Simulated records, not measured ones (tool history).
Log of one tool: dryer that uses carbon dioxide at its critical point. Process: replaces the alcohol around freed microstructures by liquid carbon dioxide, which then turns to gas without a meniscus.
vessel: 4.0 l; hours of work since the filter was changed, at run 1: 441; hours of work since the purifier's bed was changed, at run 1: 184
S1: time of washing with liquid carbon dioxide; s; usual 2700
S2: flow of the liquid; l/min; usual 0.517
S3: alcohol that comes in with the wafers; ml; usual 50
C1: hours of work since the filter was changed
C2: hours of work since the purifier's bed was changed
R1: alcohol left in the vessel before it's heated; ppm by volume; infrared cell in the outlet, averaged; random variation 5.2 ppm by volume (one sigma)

| run | day | S1 | S2 | S3 | C1 | C2 | R1 |
|---|---|---|---|---|---|---|---|
| 1 | 0 | 2700 | 0.517 | 50 | 441 | 184 | 245 |
| 2 | 0.454 | 2700 | 0.517 | 50 | 446 | 189 | 242 |
| 3 | 0.904 | 2700 | 0.517 | 50 | 450 | 194 | 254 |
| 4 | 1.233 | 2700 | 0.517 | 50 | 454 | 197 | 254 |
| 5 | 1.671 | 2700 | 0.517 | 50 | 458 | 202 | 255 |
| 6 | 1.892 | 2700 | 0.517 | 50 | 461 | 204 | 255 |
| 7 | 2.138 | 2700 | 0.517 | 50 | 463 | 207 | 261 |
| 8 | 2.35 | 2700 | 0.517 | 50 | 465 | 209 | 254 |
| 9 | 2.746 | 2700 | 0.517 | 50 | 469 | 213 | 258 |
| 10 | 3.008 | 2700 | 0.38 | 50 | 472 | 216 | 710 |
| 11 | 3.25 | 2700 | 0.517 | 50 | 475 | 218 | 265 |
| 12 | 3.542 | 2760 | 0.517 | 101 | 478 | 221 | 441 |
| 13 | 3.804 | 2460 | 0.448 | 44 | 480 | 224 | 497 |
| 14 | 4.15 | 1680 | 0.808 | 108 | 484 | 228 | 541 |
| 15 | 4.4 | 1680 | 0.808 | 39 | 487 | 230 | 230 |
|  | 4.725 | inlet filter changed |
| 16 | 4.929 | 1680 | 0.447 | 39 | 2 | 235 | 774 |
| 17 | 5.346 | 2700 | 0.625 | 25 | 6 | 240 | 90 |
| 18 | 5.617 | 3780 | 0.517 | 50 | 9 | 242 | 85 |
| 19 | 5.946 | 2700 | 0.352 | 26 | 13 | 246 | 295 |
| 20 | 6.338 | 3660 | 0.433 | 29 | 17 | 250 | 87 |
| 21 | 6.542 | 2700 | 0.873 | 46 | 19 | 252 | 68 |

How the hidden state differs across the entries between the runs, from the last listed run before each to the first after it:
Between runs 15 and 16: inlet filter changed (day 4.725)
  flow that reaches the vessel past the clogged filter, %: 82.1 -> 99.6; alcohol in the recycled carbon dioxide, ppm: 60.4 -> 61.6
  measured less the result without the state, R1: +161 -> +65 ppm by volume

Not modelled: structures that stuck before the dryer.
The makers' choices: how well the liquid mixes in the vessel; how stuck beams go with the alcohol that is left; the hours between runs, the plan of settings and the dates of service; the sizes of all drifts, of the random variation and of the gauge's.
